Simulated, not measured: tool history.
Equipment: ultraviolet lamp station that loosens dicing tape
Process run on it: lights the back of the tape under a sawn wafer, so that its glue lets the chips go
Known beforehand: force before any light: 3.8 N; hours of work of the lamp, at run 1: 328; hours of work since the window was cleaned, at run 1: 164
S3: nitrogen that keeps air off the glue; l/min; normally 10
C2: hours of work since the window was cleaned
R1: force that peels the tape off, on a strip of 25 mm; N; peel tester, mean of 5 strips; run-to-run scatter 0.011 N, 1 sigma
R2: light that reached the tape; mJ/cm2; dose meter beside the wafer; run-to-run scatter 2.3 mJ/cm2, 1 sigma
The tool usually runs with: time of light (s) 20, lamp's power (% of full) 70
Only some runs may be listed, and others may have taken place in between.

Run 1, hour 0: usual settings; hours of work of the lamp 328; C2 164. Result: R1 0.566 N, R2 183 mJ/cm2.
Run 2, hour 60: usual settings; hours of work of the lamp 373; C2 209. Result: R1 0.567 N, R2 183 mJ/cm2.
Run 3, hour 142.9: usual settings; hours of work of the lamp 435; C2 270. Result: R1 0.613 N, R2 180 mJ/cm2.
Run 4, hour 184.2: usual settings; hours of work of the lamp 465; C2 301. Result: R1 0.648 N, R2 174 mJ/cm2.
Run 5, hour 234.5: usual settings but time of light (s) 26; hours of work of the lamp 503; C2 339. Result: R1 0.41 N, R2 222 mJ/cm2.
Run 6, hour 302.7: usual settings; hours of work of the lamp 554; C2 389. Result: R1 0.684 N, R2 173 mJ/cm2.
Run 7, hour 357.8: usual settings but lamp's power (% of full) 75; hours of work of the lamp 595; C2 430. Result: R1 0.618 N, R2 178 mJ/cm2.
Run 8, hour 417: usual settings but lamp's power (% of full) 75, S3 7 l/min; hours of work of the lamp 639; C2 474. Result: R1 0.724 N, R2 177 mJ/cm2.
At hour 441.2: window cleaned of glue's vapour.
Run 9, hour 462.9: usual settings but lamp's power (% of full) 75, S3 7 l/min; hours of work of the lamp 672; C2 16. Result: R1 0.647 N, R2 189 mJ/cm2.
Run 10, hour 505.6: usual settings but lamp's power (% of full) 75, S3 7 l/min; hours of work of the lamp 704; C2 48. Result: R1 0.68 N, R2 189 mJ/cm2.
Run 11, hour 560.4: usual settings; hours of work of the lamp 745; C2 89. Result: R1 0.674 N, R2 167 mJ/cm2.
Run 12, hour 600.7: usual settings but time of light (s) 22; hours of work of the lamp 775; C2 119. Result: R1 0.576 N, R2 186 mJ/cm2.
Run 13, hour 665.8: usual settings but time of light (s) 17, lamp's power (% of full) 63, S3 6 l/min; hours of work of the lamp 823; C2 167. Result: R1 1.144 N, R2 131 mJ/cm2.
Run 14, hour 708.5: usual settings but time of light (s) 39, lamp's power (% of full) 86, S3 4 l/min; hours of work of the lamp 855; C2 199. Result: R1 0.182 N, R2 395 mJ/cm2.
Run 15, hour 790.9: usual settings but lamp's power (% of full) 79, S3 8 l/min; hours of work of the lamp 916; C2 260. Result: R1 0.65 N, R2 179 mJ/cm2.
Run 16, hour 868.1: usual settings but time of light (s) 39, lamp's power (% of full) 65, S3 12 l/min; hours of work of the lamp 974; C2 318. Result: R1 0.226 N, R2 281 mJ/cm2.
Run 17, hour 921.7: usual settings but time of light (s) 28, lamp's power (% of full) 62, S3 4 l/min; hours of work of the lamp 1014; C2 357. Result: R1 0.761 N, R2 190 mJ/cm2.
Run 18, hour 981: usual settings but time of light (s) 39, lamp's power (% of full) 75, S3 3 l/min; hours of work of the lamp 1058; C2 402. Result: R1 0.362 N, R2 317 mJ/cm2.
Run 19, hour 1063.7: usual settings but time of light (s) 30, lamp's power (% of full) 93; hours of work of the lamp 1119; C2 463. Result: R1 0.226 N, R2 290 mJ/cm2.
At hour 1099: window cleaned of glue's vapour.
Run 20, hour 1146.6: usual settings but time of light (s) 10, S3 7 l/min; hours of work of the lamp 1181; C2 35. Result: R1 1.735 N, R2 76 mJ/cm2.
Run 21, hour 1195.1: usual settings but time of light (s) 17, lamp's power (% of full) 95, S3 4 l/min; hours of work of the lamp 1217; C2 72. Result: R1 0.852 N, R2 177 mJ/cm2.
Run 22, hour 1257.3: usual settings but time of light (s) 17, lamp's power (% of full) 95, S3 4 l/min; hours of work of the lamp 1263; C2 118. Result: R1 0.865 N, R2 172 mJ/cm2.

Forecast each of these 5 alternatives for the next run:
Run A, hour 1300.2: usual settings but lamp's power (% of full) 68, S3 4 l/min; hours of work of the lamp 1295; C2 150. Result: R1 ?, R2 ?.
Run B, hour 1300.2: usual settings but time of light (s) 25, lamp's power (% of full) 85; hours of work of the lamp 1295; C2 150. Result: R1 ?, R2 ?.
Run C, hour 1300.2: usual settings but time of light (s) 14, S3 9 l/min; hours of work of the lamp 1295; C2 150. Result: R1 ?, R2 ?.
Run D, hour 1300.2: usual settings but time of light (s) 14, lamp's power (% of full) 71, S3 18 l/min; hours of work of the lamp 1295; C2 150. Result: R1 ?, R2 ?.
Run E, hour 1300.2: usual settings but time of light (s) 16, lamp's power (% of full) 90, S3 5 l/min; hours of work of the lamp 1295; C2 150. Result: R1 ?, R2 ?.

run     R1   R2
  A  1.132  139
  B  0.399  226
  C  1.353  103
  D  1.151  104
  E  0.987  157
Had the tool no hidden state, the same runs would have come out as:
run     R1   R2
  A    0.7  198
  B  0.191  319
  C  0.888  146
  D  0.716  147
  E  0.586  220
